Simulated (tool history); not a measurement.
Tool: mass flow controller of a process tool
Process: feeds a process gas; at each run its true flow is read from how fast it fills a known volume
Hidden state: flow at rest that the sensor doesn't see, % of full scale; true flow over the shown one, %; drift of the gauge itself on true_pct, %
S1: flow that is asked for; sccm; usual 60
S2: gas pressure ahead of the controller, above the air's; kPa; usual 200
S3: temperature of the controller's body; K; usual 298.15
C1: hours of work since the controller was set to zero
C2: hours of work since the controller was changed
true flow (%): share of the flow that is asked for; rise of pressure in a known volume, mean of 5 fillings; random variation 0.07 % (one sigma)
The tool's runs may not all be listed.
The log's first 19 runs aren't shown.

run 20 hour=3374.4 | S1=41 S2=200 S3=298.15 | C1=4587 C2=4587 | true_flow_(%)=97.46
run 21 hour=3554.8 | S1=41 S2=200 S3=298.15 | C1=4659 C2=4659 | true_flow_(%)=97.59
run 22 hour=3708.8 | S1=60 S2=200 S3=296.15 | C1=4721 C2=4721 | true_flow_(%)=97.33
run 23 hour=3895.1 | S1=60 S2=200 S3=296.15 | C1=4796 C2=4796 | true_flow_(%)=97.13
run 24 hour=4088.4 | S1=60 S2=200 S3=296.15 | C1=4874 C2=4874 | true_flow_(%)=97.33
run 25 hour=4317.9 | S1=115 S2=167 S3=297.15 | C1=4966 C2=4966 | true_flow_(%)=97.94
run 26 hour=4527.0 | S1=115 S2=167 S3=297.15 | C1=5050 C2=5050 | true_flow_(%)=97.65
run 27 hour=4724.5 | S1=101 S2=161 S3=297.15 | C1=5130 C2=5130 | true_flow_(%)=97.61
run 28 hour=4925.4 | S1=101 S2=161 S3=297.15 | C1=5211 C2=5211 | true_flow_(%)=97.52
run 29 hour=5062.4 | S1=25 S2=192 S3=297.15 | C1=5266 C2=5266 | true_flow_(%)=97.72
run 30 hour=5270.2 | S1=25 S2=192 S3=302.15 | C1=5349 C2=5349 | true_flow_(%)=98.28
run 31 hour=5509.2 | S1=25 S2=192 S3=302.15 | C1=5445 C2=5445 | true_flow_(%)=98.26
run 32 hour=5640.3 | S1=25 S2=193 S3=308.15 | C1=5498 C2=5498 | true_flow_(%)=98.79
run 33 hour=5799.3 | S1=60 S2=200 S3=298.15 | C1=5562 C2=5562 | true_flow_(%)=97.34
run 34 hour=5916.0 | S1=22 S2=257 S3=293.15 | C1=5609 C2=5609 | true_flow_(%)=97.79
run 35 hour=6092.2 | S1=22 S2=257 S3=293.15 | C1=5680 C2=5680 | true_flow_(%)=97.74
run 36 hour=6246.6 | S1=22 S2=257 S3=293.15 | C1=5742 C2=5742 | true_flow_(%)=97.83
run 37 hour=6492.7 | S1=60 S2=155 S3=294.15 | C1=5841 C2=5841 | true_flow_(%)=96.77
run 38 hour=6624.5 | S1=60 S2=155 S3=293.15 | C1=5894 C2=5894 | true_flow_(%)=96.61
run 39 hour=6769.0 | S1=60 S2=155 S3=293.15 | C1=5952 C2=5952 | true_flow_(%)=96.89
run 40 hour=6912.4 | S1=60 S2=155 S3=293.15 | C1=6010 C2=6010 | true_flow_(%)=96.73
run 41 hour=7109.3 | S1=128 S2=161 S3=303.15 | C1=6089 C2=6089 | true_flow_(%)=98.46
run 42 hour=7242.8 | S1=58 S2=277 S3=304.15 | C1=6143 C2=6143 | true_flow_(%)=98.27

Forecast run 43:
run 43 hour=7481.5 | S1=58 S2=277 S3=304.15 | C1=6239 C2=6239 | true_flow_(%)=?

{"run 43": {"true flow (%)": 98.14}}
Without the tool's hidden state the same run would have given true flow (%) 98.64.
